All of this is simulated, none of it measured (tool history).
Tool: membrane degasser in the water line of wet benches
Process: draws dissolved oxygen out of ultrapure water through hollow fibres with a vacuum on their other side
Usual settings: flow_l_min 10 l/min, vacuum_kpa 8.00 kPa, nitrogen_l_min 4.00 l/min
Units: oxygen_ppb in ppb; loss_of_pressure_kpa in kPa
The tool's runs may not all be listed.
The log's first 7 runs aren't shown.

| run | hour | flow_l_min | vacuum_kpa | nitrogen_l_min | hours since the membrane was changed | hours since the vacuum gauge was calibrated | hours since the vacuum lines were made tight | oxygen_ppb | loss_of_pressure_kpa |
|---|---|---|---|---|---|---|---|---|---|
| 8 | 350.2 | 10 | 7.36 | 4.00 | 2102 | 945 | 7015 | 29.4 | 32.72 |
| 9 | 417.8 | 10 | 8.00 | 4.00 | 2170 | 1013 | 7083 | 33.3 | 33.02 |
| 10 | 462.8 | 10 | 8.00 | 4.00 | 2215 | 1058 | 7127 | 33.1 | 32.94 |
| 11 | 507.9 | 10 | 5.79 | 4.00 | 2260 | 1103 | 7173 | 19.4 | 32.83 |
| 12 | 545.5 | 7 | 5.79 | 4.00 | 2297 | 1140 | 7210 | 13.0 | 23.02 |
| 13 | 610.0 | 10 | 8.00 | 4.00 | 2362 | 1205 | 7275 | 33.5 | 32.86 |
| 14 | 650.7 | 10 | 8.00 | 4.00 | 2403 | 1246 | 7315 | 33.4 | 32.77 |
| 15 | 689.1 | 10 | 8.00 | 4.00 | 2441 | 1284 | 7354 | 33.5 | 33.01 |
| 16 | 730.9 | 10 | 8.00 | 4.00 | 2483 | 1326 | 7396 | 33.3 | 33.07 |
| 17 | 766.5 | 11 | 9.33 | 4.00 | 2518 | 1362 | 7431 | 46.6 | 35.99 |
| 18 | 824.8 | 10 | 17.15 | 4.00 | 2577 | 1420 | 7490 | 92.0 | 32.93 |
| 19 | 864.8 | 10 | 10.50 | 4.56 | 2617 | 1460 | 7530 | 43.8 | 32.89 |
| 20 | 906.3 | 11 | 6.47 | 11.85 | 2658 | 1501 | 7571 | 11.4 | 36.38 |
| 21 | 942.1 | 11 | 5.90 | 5.73 | 2694 | 1537 | 7607 | 16.7 | 36.20 |
| 22 | 996.5 | 9 | 7.02 | 10.70 | 2748 | 1591 | 7661 | 10.4 | 29.66 |
| 23 | 1047.6 | 11 | 8.00 | 3.53 | 2799 | 1643 | 7712 | 41.9 | 36.33 |
|  | 1052.0 | vacuum gauge calibrated |
| 24 | 1095.4 | 11 | 8.00 | 3.53 | 2847 | 43 | 7760 | 41.7 | 36.37 |
| 25 | 1151.1 | 7 | 8.00 | 6.70 | 2902 | 99 | 7815 | 14.4 | 23.03 |
| 26 | 1217.7 | 12 | 11.54 | 7.60 | 2969 | 166 | 7882 | 38.4 | 39.60 |
| 27 | 1248.1 | 11 | 17.09 | 6.79 | 2999 | 196 | 7912 | 61.9 | 36.41 |
| 28 | 1303.5 | 10 | 15.32 | 2.13 | 3055 | 252 | 7968 | 145.5 | 33.00 |
| 29 | 1344.2 | 10 | 5.56 | 11.22 | 3096 | 292 | 8008 | 8.4 | 33.14 |
| 30 | 1409.9 | 10 | 19.93 | 1.69 | 3161 | 358 | 8074 | 246.4 | 33.08 |

Run 31 comes next. What will it give?
|  | 1434.6 | vacuum gauge calibrated, once more |
| 31 | 1438.9 | 10 | 8.00 | 11.80 | 3190 | 4 | 8103 | ? | ? |

Run 31 gave oxygen_ppb 13.3 ppb, loss_of_pressure_kpa 33.05 kPa.
Without the tool's hidden state the same run would have given oxygen_ppb 12.7 ppb, loss_of_pressure_kpa 32.77 kPa.
